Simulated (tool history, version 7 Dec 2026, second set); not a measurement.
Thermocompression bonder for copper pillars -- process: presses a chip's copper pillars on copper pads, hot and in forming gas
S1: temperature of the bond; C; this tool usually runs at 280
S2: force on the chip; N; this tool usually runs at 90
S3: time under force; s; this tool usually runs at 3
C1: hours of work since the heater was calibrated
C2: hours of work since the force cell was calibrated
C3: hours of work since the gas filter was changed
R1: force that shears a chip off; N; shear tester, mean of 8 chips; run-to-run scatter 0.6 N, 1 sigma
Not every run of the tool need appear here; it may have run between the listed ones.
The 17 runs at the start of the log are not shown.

| run | hour | S1 | S2 | S3 | C1 | C2 | C3 | R1 |
|---|---|---|---|---|---|---|---|---|
| 18 | 923 | 274 | 90 | 3 | 844 | 659 | 161 | 29.7 |
| 19 | 956.2 | 274 | 90 | 6 | 867 | 681 | 183 | 39.1 |
| 20 | 1026.8 | 296 | 90 | 2 | 914 | 728 | 230 | 36.5 |
|  | 1057.1 | forming gas filter changed |
| 21 | 1065.3 | 283 | 64 | 2 | 939 | 754 | 5 | 18.2 |
| 22 | 1105.9 | 280 | 90 | 2 | 967 | 781 | 33 | 29 |
| 23 | 1163.8 | 302 | 111 | 4 | 1005 | 820 | 72 | 56.5 |
|  | 1212.3 | heater calibrated with a thermocouple chip |
| 24 | 1216.9 | 281 | 59 | 2 | 3 | 854 | 106 | 17.8 |
| 25 | 1253.5 | 280 | 115 | 9 | 28 | 879 | 130 | 58.7 |
| 26 | 1307.2 | 280 | 70 | 3 | 64 | 915 | 166 | 24.7 |
| 27 | 1370 | 259 | 55 | 3 | 106 | 957 | 208 | 12 |
| 28 | 1407.2 | 302 | 55 | 3 | 131 | 982 | 233 | 24.8 |
|  | 1431.3 | forming gas filter changed |
| 29 | 1444.7 | 265 | 130 | 3 | 155 | 1007 | 9 | 40.5 |
| 30 | 1485.7 | 263 | 107 | 4 | 183 | 1034 | 36 | 35 |
| 31 | 1565.4 | 264 | 107 | 4 | 236 | 1088 | 90 | 36.1 |
|  | 1608.1 | force cell calibrated |
| 32 | 1642.2 | 264 | 107 | 4 | 287 | 23 | 140 | 36.1 |
| 33 | 1697.6 | 264 | 107 | 4 | 324 | 60 | 177 | 35.3 |
| 34 | 1738.9 | 273 | 90 | 3 | 352 | 88 | 205 | 28.5 |
| 35 | 1774 | 296 | 97 | 5 | 375 | 111 | 229 | 52.7 |
|  | 1806 | forming gas filter changed |
| 36 | 1810.2 | 302 | 70 | 8 | 399 | 135 | 3 | 48.6 |
| 37 | 1860.8 | 280 | 55 | 3 | 433 | 169 | 37 | 18.4 |
| 38 | 1894.4 | 280 | 55 | 3 | 456 | 192 | 59 | 18.6 |

Consider 3 possible next runs. They are alternatives, not a sequence: every one starts from the tool as it was left by run 38. What does each give?
| A | 1940.9 | 280 | 55 | 8 | 487 | 223 | 90 | ? |
| B | 1940.9 | 280 | 84 | 3 | 487 | 223 | 90 | ? |
| C | 1940.9 | 280 | 90 | 3 | 487 | 223 | 90 | ? |

| run | R1 |
|---|---|
| A | 27 |
| B | 30.7 |
| C | 32.5 |
With the hidden condition removed and each run's random variation left untouched, the same runs would have given:
| run | R1 |
|---|---|
| A | 27.2 |
| B | 30.9 |
| C | 32.7 |
